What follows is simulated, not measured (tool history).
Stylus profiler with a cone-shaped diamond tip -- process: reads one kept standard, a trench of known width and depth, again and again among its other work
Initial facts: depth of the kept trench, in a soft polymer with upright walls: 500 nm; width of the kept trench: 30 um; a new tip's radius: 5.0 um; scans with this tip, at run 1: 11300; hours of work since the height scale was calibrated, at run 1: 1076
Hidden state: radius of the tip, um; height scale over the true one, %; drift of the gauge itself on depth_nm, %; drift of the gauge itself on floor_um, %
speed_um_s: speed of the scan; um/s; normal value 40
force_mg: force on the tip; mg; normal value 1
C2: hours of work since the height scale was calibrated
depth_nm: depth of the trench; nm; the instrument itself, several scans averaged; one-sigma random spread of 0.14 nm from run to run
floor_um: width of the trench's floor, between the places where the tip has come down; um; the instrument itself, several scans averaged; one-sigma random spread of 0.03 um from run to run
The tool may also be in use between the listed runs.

{"run": 1, "hour": 0.0, "speed_um_s": 40, "force_mg": 1, "scans with this tip": 11300, "C2": 1076, "depth_nm": 502.59, "floor_um": 25.48}
{"run": 2, "hour": 58.8, "speed_um_s": 40, "force_mg": 1, "scans with this tip": 11750, "C2": 1119, "depth_nm": 502.46, "floor_um": 25.42}
{"run": 3, "hour": 117.3, "speed_um_s": 40, "force_mg": 1.92, "scans with this tip": 12198, "C2": 1161, "depth_nm": 504.02, "floor_um": 25.53}
{"run": 4, "hour": 175.5, "speed_um_s": 40, "force_mg": 1, "scans with this tip": 12644, "C2": 1204, "depth_nm": 502.54, "floor_um": 25.42}
{"run": 5, "hour": 222.2, "speed_um_s": 40, "force_mg": 1, "scans with this tip": 13002, "C2": 1238, "depth_nm": 502.5, "floor_um": 25.46}
{"run": 6, "hour": 273.7, "speed_um_s": 40, "force_mg": 1, "scans with this tip": 13397, "C2": 1276, "depth_nm": 502.43, "floor_um": 25.45}
{"run": 7, "hour": 311.4, "speed_um_s": 40, "force_mg": 1, "scans with this tip": 13686, "C2": 1303, "depth_nm": 502.42, "floor_um": 25.43}
{"run": 8, "hour": 352.4, "speed_um_s": 40, "force_mg": 0.38, "scans with this tip": 14000, "C2": 1333, "depth_nm": 501.36, "floor_um": 25.33}
{"run": 9, "hour": 389.3, "speed_um_s": 40, "force_mg": 0.38, "scans with this tip": 14282, "C2": 1360, "depth_nm": 501.71, "floor_um": 25.3}
{"hour": 417.0, "done": "height scale calibrated on a step standard"}
{"run": 10, "hour": 452.0, "speed_um_s": 40, "force_mg": 0.38, "scans with this tip": 14759, "C2": 26, "depth_nm": 501.66, "floor_um": 25.32}
{"run": 11, "hour": 508.0, "speed_um_s": 40, "force_mg": 0.38, "scans with this tip": 15188, "C2": 66, "depth_nm": 501.33, "floor_um": 25.34}
{"run": 12, "hour": 567.1, "speed_um_s": 40, "force_mg": 0.46, "scans with this tip": 15642, "C2": 110, "depth_nm": 501.38, "floor_um": 25.41}
{"run": 13, "hour": 629.6, "speed_um_s": 40, "force_mg": 1.86, "scans with this tip": 16120, "C2": 155, "depth_nm": 503.96, "floor_um": 25.52}
{"run": 14, "hour": 663.5, "speed_um_s": 40, "force_mg": 1.86, "scans with this tip": 16380, "C2": 180, "depth_nm": 504.02, "floor_um": 25.52}
{"run": 15, "hour": 700.4, "speed_um_s": 40, "force_mg": 1.86, "scans with this tip": 16663, "C2": 207, "depth_nm": 503.85, "floor_um": 25.46}
{"run": 16, "hour": 735.2, "speed_um_s": 40, "force_mg": 1.86, "scans with this tip": 16929, "C2": 232, "depth_nm": 503.86, "floor_um": 25.46}
{"run": 17, "hour": 767.2, "speed_um_s": 40, "force_mg": 1.86, "scans with this tip": 17174, "C2": 256, "depth_nm": 504.09, "floor_um": 25.53}
{"run": 18, "hour": 802.4, "speed_um_s": 40, "force_mg": 0.47, "scans with this tip": 17444, "C2": 281, "depth_nm": 501.61, "floor_um": 25.37}
{"run": 19, "hour": 853.7, "speed_um_s": 40, "force_mg": 0.47, "scans with this tip": 17838, "C2": 319, "depth_nm": 501.6, "floor_um": 25.34}
{"run": 20, "hour": 914.3, "speed_um_s": 73, "force_mg": 0.47, "scans with this tip": 18302, "C2": 363, "depth_nm": 501.48, "floor_um": 25.18}
{"run": 21, "hour": 971.2, "speed_um_s": 40, "force_mg": 1, "scans with this tip": 18738, "C2": 404, "depth_nm": 502.58, "floor_um": 25.44}
{"run": 22, "hour": 1006.1, "speed_um_s": 40, "force_mg": 1, "scans with this tip": 19006, "C2": 430, "depth_nm": 502.57, "floor_um": 25.47}
{"run": 23, "hour": 1073.4, "speed_um_s": 40, "force_mg": 1, "scans with this tip": 19521, "C2": 479, "depth_nm": 502.35, "floor_um": 25.46}
{"hour": 1141.2, "done": "new tip fitted, height scale calibrated"}
{"run": 24, "hour": 1141.2, "speed_um_s": 40, "force_mg": 1, "scans with this tip": 0, "C2": 0, "depth_nm": 502.75, "floor_um": 25.51}
{"run": 25, "hour": 1212.3, "speed_um_s": 61, "force_mg": 0.74, "scans with this tip": 545, "C2": 52, "depth_nm": 502.11, "floor_um": 25.35}
{"run": 26, "hour": 1259.3, "speed_um_s": 49, "force_mg": 2.4, "scans with this tip": 905, "C2": 86, "depth_nm": 504.77, "floor_um": 25.51}
{"run": 27, "hour": 1294.2, "speed_um_s": 48, "force_mg": 0.87, "scans with this tip": 1173, "C2": 112, "depth_nm": 502.48, "floor_um": 25.47}
{"run": 28, "hour": 1331.1, "speed_um_s": 48, "force_mg": 1.38, "scans with this tip": 1456, "C2": 139, "depth_nm": 503.31, "floor_um": 25.47}
{"run": 29, "hour": 1405.6, "speed_um_s": 135, "force_mg": 0.89, "scans with this tip": 2026, "C2": 193, "depth_nm": 502.42, "floor_um": 25.06}
{"run": 30, "hour": 1474.5, "speed_um_s": 135, "force_mg": 0.89, "scans with this tip": 2555, "C2": 243, "depth_nm": 502.29, "floor_um": 25.06}
{"run": 31, "hour": 1519.6, "speed_um_s": 42, "force_mg": 0.68, "scans with this tip": 2900, "C2": 276, "depth_nm": 501.94, "floor_um": 25.42}
{"run": 32, "hour": 1559.6, "speed_um_s": 114, "force_mg": 1.69, "scans with this tip": 3206, "C2": 305, "depth_nm": 503.77, "floor_um": 25.26}
{"run": 33, "hour": 1622.9, "speed_um_s": 114, "force_mg": 1.69, "scans with this tip": 3692, "C2": 352, "depth_nm": 503.83, "floor_um": 25.28}
{"run": 34, "hour": 1680.4, "speed_um_s": 54, "force_mg": 0.68, "scans with this tip": 4132, "C2": 393, "depth_nm": 502.06, "floor_um": 25.37}
{"run": 35, "hour": 1754.8, "speed_um_s": 16, "force_mg": 0.67, "scans with this tip": 4703, "C2": 448, "depth_nm": 502.05, "floor_um": 25.61}
{"run": 36, "hour": 1787.8, "speed_um_s": 16, "force_mg": 0.67, "scans with this tip": 4955, "C2": 472, "depth_nm": 501.95, "floor_um": 25.52}
{"run": 37, "hour": 1849.1, "speed_um_s": 125, "force_mg": 1, "scans with this tip": 5425, "C2": 517, "depth_nm": 502.64, "floor_um": 25.15}
{"run": 38, "hour": 1906.2, "speed_um_s": 125, "force_mg": 1, "scans with this tip": 5862, "C2": 558, "depth_nm": 502.63, "floor_um": 25.13}
{"run": 39, "hour": 1951.9, "speed_um_s": 125, "force_mg": 1, "scans with this tip": 6213, "C2": 592, "depth_nm": 502.84, "floor_um": 25.15}
{"run": 40, "hour": 2011.7, "speed_um_s": 61, "force_mg": 1.96, "scans with this tip": 6671, "C2": 635, "depth_nm": 503.97, "floor_um": 25.48}
{"run": 41, "hour": 2074.1, "speed_um_s": 147, "force_mg": 0.78, "scans with this tip": 7149, "C2": 681, "depth_nm": 502.08, "floor_um": 24.98}
{"run": 42, "hour": 2137.4, "speed_um_s": 147, "force_mg": 0.78, "scans with this tip": 7634, "C2": 727, "depth_nm": 502.38, "floor_um": 24.89}
{"run": 43, "hour": 2186.6, "speed_um_s": 147, "force_mg": 0.78, "scans with this tip": 8011, "C2": 763, "depth_nm": 502.18, "floor_um": 24.96}
{"run": 44, "hour": 2258.5, "speed_um_s": 51, "force_mg": 2.13, "scans with this tip": 8562, "C2": 815, "depth_nm": 504.4, "floor_um": 25.48}
{"run": 45, "hour": 2306.0, "speed_um_s": 51, "force_mg": 2.13, "scans with this tip": 8926, "C2": 850, "depth_nm": 504.08, "floor_um": 25.48}
{"run": 46, "hour": 2363.8, "speed_um_s": 159, "force_mg": 1.5, "scans with this tip": 9369, "C2": 892, "depth_nm": 503.59, "floor_um": 25.05}

4 ways to go on from here, each from the tool as it stands after run 46. What would each give?
{"run": "A", "hour": 2422.3, "speed_um_s": 10, "force_mg": 1.3, "scans with this tip": 9817, "C2": 935, "depth_nm": "?", "floor_um": "?"}
{"run": "B", "hour": 2422.3, "speed_um_s": 35, "force_mg": 0.43, "scans with this tip": 9817, "C2": 935, "depth_nm": "?", "floor_um": "?"}
{"run": "C", "hour": 2422.3, "speed_um_s": 30, "force_mg": 1.31, "scans with this tip": 9817, "C2": 935, "depth_nm": "?", "floor_um": "?"}
{"run": "D", "hour": 2422.3, "speed_um_s": 19, "force_mg": 1.64, "scans with this tip": 9817, "C2": 935, "depth_nm": "?", "floor_um": "?"}

run=A depth_nm=503.01 floor_um=25.66
run=B depth_nm=501.41 floor_um=25.36
run=C depth_nm=503.21 floor_um=25.49
run=D depth_nm=503.62 floor_um=25.56
Without the tool's unlogged condition, the same runs would have read:
run=A depth_nm=503.03 floor_um=25.68
run=B depth_nm=501.43 floor_um=25.37
run=C depth_nm=503.22 floor_um=25.51
run=D depth_nm=503.64 floor_um=25.57
